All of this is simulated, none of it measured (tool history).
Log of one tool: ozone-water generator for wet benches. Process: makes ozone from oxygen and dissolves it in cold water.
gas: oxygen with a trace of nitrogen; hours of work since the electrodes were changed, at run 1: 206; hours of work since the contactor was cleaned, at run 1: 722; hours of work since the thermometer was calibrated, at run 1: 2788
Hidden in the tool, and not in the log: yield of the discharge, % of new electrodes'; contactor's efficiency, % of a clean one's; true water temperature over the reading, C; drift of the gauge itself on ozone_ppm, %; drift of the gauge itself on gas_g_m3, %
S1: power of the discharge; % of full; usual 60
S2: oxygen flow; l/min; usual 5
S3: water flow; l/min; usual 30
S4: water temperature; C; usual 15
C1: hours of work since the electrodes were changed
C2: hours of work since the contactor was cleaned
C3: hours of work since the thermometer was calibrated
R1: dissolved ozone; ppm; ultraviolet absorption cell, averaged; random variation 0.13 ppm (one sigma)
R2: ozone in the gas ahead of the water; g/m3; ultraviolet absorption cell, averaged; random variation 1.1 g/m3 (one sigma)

Run 1, day 0: usual settings; C1 206; C2 722; C3 2788. Result: R1 14.3 ppm, R2 197.1 g/m3.
Run 2, day 1.342: usual settings; C1 238; C2 754; C3 2820. Result: R1 14.4 ppm, R2 199 g/m3.
Run 3, day 3.604: usual settings but S2 2.97 l/min; C1 291; C2 807; C3 2873. Result: R1 11.5 ppm, R2 234.6 g/m3.
Run 4, day 5.858: usual settings; C1 345; C2 860; C3 2927. Result: R1 14.4 ppm, R2 198.2 g/m3.
Run 5, day 8.117: usual settings but S1 72 % of full; C1 398; C2 914; C3 2980. Result: R1 16.9 ppm, R2 236.3 g/m3.
Run 6, day 9.738: usual settings but S2 7.97 l/min; C1 436; C2 952; C3 3018. Result: R1 16.4 ppm, R2 169.1 g/m3.
Run 7, day 10.925: usual settings but S2 7.97 l/min; C1 464; C2 980; C3 3046. Result: R1 16.4 ppm, R2 169.5 g/m3.
Run 8, day 12.746: usual settings but S3 25 l/min; C1 507; C2 1023; C3 3089. Result: R1 16.5 ppm, R2 198.6 g/m3.
Run 9, day 13.958: usual settings but S2 6.35 l/min, S3 25 l/min; C1 536; C2 1052; C3 3118. Result: R1 17.8 ppm, R2 182.5 g/m3.
Run 10, day 15.462: usual settings; C1 571; C2 1087; C3 3153. Result: R1 14.4 ppm, R2 199.2 g/m3.
Run 11, day 16.892: usual settings; C1 605; C2 1121; C3 3187. Result: R1 14.3 ppm, R2 199.6 g/m3.
Run 12, day 19.258: usual settings; C1 661; C2 1177; C3 3243. Result: R1 14.2 ppm, R2 199.6 g/m3.
Run 13, day 21.662: usual settings but S1 58 % of full; C1 718; C2 1233; C3 3300. Result: R1 13.9 ppm, R2 191.4 g/m3.
Run 14, day 23.958: usual settings but S2 2.92 l/min; C1 772; C2 1288; C3 3354. Result: R1 11.5 ppm, R2 240 g/m3.
Run 15, day 26.229: usual settings but S1 100 % of full, S2 2.92 l/min, S3 28 l/min; C1 826; C2 1341; C3 3408. Result: R1 20 ppm, R2 385 g/m3.
Run 16, day 27.717: usual settings but S1 69 % of full; C1 861; C2 1376; C3 3443. Result: R1 16.4 ppm, R2 227 g/m3.
Run 17, day 29.325: usual settings but S2 4.86 l/min; C1 899; C2 1414; C3 3481. Result: R1 14.3 ppm, R2 201 g/m3.
Run 18, day 31.371: usual settings but S2 4.86 l/min; C1 947; C2 1463; C3 3529. Result: R1 14.2 ppm, R2 200.2 g/m3.
Run 19, day 33.438: usual settings but S2 4.86 l/min; C1 996; C2 1511; C3 3578. Result: R1 14.4 ppm, R2 201.9 g/m3.
Run 20, day 34.471: usual settings but S2 4.86 l/min; C1 1020; C2 1536; C3 3602. Result: R1 14.2 ppm, R2 201.6 g/m3.

Measured less the same run without the tool's hidden state. The same run-to-run variation is in both; the gauge's scatter may not be:
run    R2
  1    +0
  2  +0.1
  3  +0.4
  4  +0.5
  5  +0.8
  6  +0.7
  7  +0.7
  8  +1.1
  9    +1
 10  +1.3
 11  +1.4
 12  +1.6
 13  +1.8
 14  +2.4
 15  +4.2
 16  +2.7
 17  +2.5
 18  +2.7
 19  +2.9
 20  +2.9
R1: 0 in every run.
